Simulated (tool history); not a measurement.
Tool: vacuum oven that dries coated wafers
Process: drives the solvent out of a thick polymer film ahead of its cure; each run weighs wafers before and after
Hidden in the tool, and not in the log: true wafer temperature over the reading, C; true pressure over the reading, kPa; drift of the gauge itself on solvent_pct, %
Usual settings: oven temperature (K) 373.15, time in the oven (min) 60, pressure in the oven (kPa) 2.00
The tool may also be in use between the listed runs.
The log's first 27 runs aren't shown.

| run | day | oven temperature (K) | time in the oven (min) | pressure in the oven (kPa) | hours of work since the thermocouples were calibrated | hours of work since the vacuum gauge was cleaned of residue | solvent left in the film (%) |
|---|---|---|---|---|---|---|---|
| 28 | 58.238 | 385.15 | 93 | 1.70 | 264 | 980 | 1.05 |
| 29 | 61.212 | 376.15 | 66 | 2.00 | 298 | 1014 | 1.92 |
| 30 | 62.971 | 369.15 | 32 | 1.16 | 318 | 1034 | 6.20 |
| 31 | 64.562 | 382.15 | 60 | 2.00 | 337 | 1052 | 1.46 |
| 32 | 67.133 | 382.15 | 60 | 2.00 | 366 | 1082 | 1.42 |
| 33 | 69.338 | 365.15 | 94 | 1.03 | 391 | 1107 | 2.42 |
| 34 | 71.617 | 381.15 | 104 | 1.03 | 418 | 1133 | 0.80 |
| 35 | 72.975 | 383.15 | 35 | 1.73 | 433 | 1149 | 1.72 |

4 ways to go on from here, each from the tool as it stands after run 35. What would each give?
| A | 74.979 | 373.15 | 60 | 4.87 | 456 | 1172 | ? |
| B | 74.979 | 383.15 | 35 | 2.24 | 456 | 1172 | ? |
| C | 74.979 | 384.15 | 92 | 4.61 | 456 | 1172 | ? |
| D | 74.979 | 373.15 | 60 | 1.58 | 456 | 1172 | ? |

| run | solvent left in the film (%) |
|---|---|
| A | 4.63 |
| B | 1.99 |
| C | 2.66 |
| D | 2.29 |
Without the tool's hidden state the same runs would have given:
| run | solvent left in the film (%) |
|---|---|
| A | 4.39 |
| B | 1.81 |
| C | 2.46 |
| D | 2.02 |
